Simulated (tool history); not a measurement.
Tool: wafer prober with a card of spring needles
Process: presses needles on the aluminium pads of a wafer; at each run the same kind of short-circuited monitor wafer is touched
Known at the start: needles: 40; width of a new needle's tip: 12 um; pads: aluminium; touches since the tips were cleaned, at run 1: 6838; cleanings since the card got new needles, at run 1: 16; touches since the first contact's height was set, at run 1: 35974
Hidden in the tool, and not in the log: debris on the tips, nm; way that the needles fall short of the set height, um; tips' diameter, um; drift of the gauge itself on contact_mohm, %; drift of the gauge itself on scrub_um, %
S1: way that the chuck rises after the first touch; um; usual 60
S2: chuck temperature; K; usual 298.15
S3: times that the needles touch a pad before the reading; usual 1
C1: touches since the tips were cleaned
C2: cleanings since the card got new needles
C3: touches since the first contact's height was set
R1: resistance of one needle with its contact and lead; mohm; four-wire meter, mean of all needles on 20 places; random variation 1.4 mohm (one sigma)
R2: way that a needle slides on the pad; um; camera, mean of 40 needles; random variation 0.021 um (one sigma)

| run | hour | S1 | S2 | S3 | C1 | C2 | C3 | R1 | R2 |
|---|---|---|---|---|---|---|---|---|---|
| 1 | 0 | 60 | 298.15 | 1 | 6838 | 16 | 35974 | 128 | 8.56 |
|  | 2.3 | tips cleaned on abrasive film |
|  | 15.7 | tips cleaned on abrasive film |
| 2 | 19.6 | 60 | 298.15 | 1 | 2340 | 18 | 47534 | 121 | 8.55 |
|  | 29 | tips cleaned on abrasive film |
|  | 43.3 | tips cleaned on abrasive film |
| 3 | 44 | 60 | 298.15 | 1 | 444 | 20 | 62009 | 127 | 8.54 |
|  | 57.4 | tips cleaned on abrasive film |
| 4 | 63.9 | 60 | 298.15 | 1 | 3907 | 21 | 73797 | 125 | 8.53 |
|  | 71.3 | tips cleaned on abrasive film |
|  | 84.8 | tips cleaned on abrasive film |
| 5 | 90.1 | 60 | 327.15 | 1 | 3130 | 23 | 89288 | 129 | 8.54 |
|  | 99.3 | tips cleaned on abrasive film |
| 6 | 107.2 | 60 | 298.15 | 1 | 4680 | 24 | 99444 | 122 | 8.56 |
|  | 114.1 | tips cleaned on abrasive film |
| 7 | 118.6 | 60 | 298.15 | 1 | 2691 | 25 | 106192 | 125 | 8.54 |
|  | 128.6 | tips cleaned on abrasive film |
|  | 128.9 | height of the first contact set anew |
| 8 | 132.9 | 60 | 298.15 | 1 | 2353 | 26 | 2353 | 127 | 8.52 |
|  | 144.3 | tips cleaned on abrasive film |
| 9 | 152.6 | 60 | 298.15 | 2 | 4933 | 27 | 14030 | 126 | 8.54 |
|  | 157.9 | tips cleaned on abrasive film |
| 10 | 167.3 | 66 | 301.15 | 2 | 5625 | 28 | 22770 | 123 | 9.39 |
|  | 171.3 | tips cleaned on abrasive film |
|  | 184.6 | tips cleaned on abrasive film |
| 11 | 193.3 | 61 | 338.15 | 1 | 5208 | 30 | 38184 | 131 | 8.65 |
|  | 199.3 | tips cleaned on abrasive film |
|  | 212.5 | tips cleaned on abrasive film |
| 12 | 217 | 55 | 338.15 | 1 | 2687 | 32 | 52162 | 136 | 7.85 |
|  | 227.1 | tips cleaned on abrasive film |
|  | 241.2 | tips cleaned on abrasive film |
| 13 | 243 | 54 | 329.15 | 3 | 1086 | 34 | 67576 | 132 | 7.68 |
|  | 255.7 | tips cleaned on abrasive film |
| 14 | 259.6 | 54 | 329.15 | 3 | 2297 | 35 | 77379 | 132 | 7.68 |
|  | 270.3 | tips cleaned on abrasive film |
| 15 | 280.9 | 74 | 354.15 | 1 | 6310 | 36 | 90025 | 131 | 10.56 |
|  | 284.2 | tips cleaned on abrasive film |
|  | 297.5 | tips cleaned on abrasive film |
| 16 | 300 | 56 | 354.15 | 2 | 1475 | 38 | 101321 | 132 | 7.98 |
|  | 311.1 | tips cleaned on abrasive film |
| 17 | 314.3 | 56 | 354.15 | 2 | 1882 | 39 | 109794 | 136 | 7.94 |

Forecast each of these 5 alternatives for the next run:
|  | 318.8 | height of the first contact set anew |
|  | 325.2 | tips cleaned on abrasive film |
| A | 326.6 | 52 | 354.15 | 2 | 808 | 40 | 4558 | ? | ? |
|  | 318.8 | height of the first contact set anew |
|  | 325.2 | tips cleaned on abrasive film |
| B | 326.6 | 54 | 306.15 | 1 | 808 | 40 | 4558 | ? | ? |
|  | 318.8 | height of the first contact set anew |
|  | 325.2 | tips cleaned on abrasive film |
| C | 326.6 | 67 | 298.15 | 1 | 808 | 40 | 4558 | ? | ? |
|  | 318.8 | height of the first contact set anew |
|  | 325.2 | tips cleaned on abrasive film |
| D | 326.6 | 74 | 337.15 | 3 | 808 | 40 | 4558 | ? | ? |
|  | 318.8 | height of the first contact set anew |
|  | 325.2 | tips cleaned on abrasive film |
| E | 326.6 | 45 | 298.15 | 2 | 808 | 40 | 4558 | ? | ? |

| run | R1 | R2 |
|---|---|---|
| A | 137 | 7.42 |
| B | 127 | 7.68 |
| C | 123 | 9.53 |
| D | 127 | 10.52 |
| E | 130 | 6.4 |
Without the tool's hidden state the same runs would have given:
| run | R1 | R2 |
|---|---|---|
| A | 137 | 7.42 |
| B | 127 | 7.68 |
| C | 123 | 9.53 |
| D | 127 | 10.52 |
| E | 130 | 6.4 |
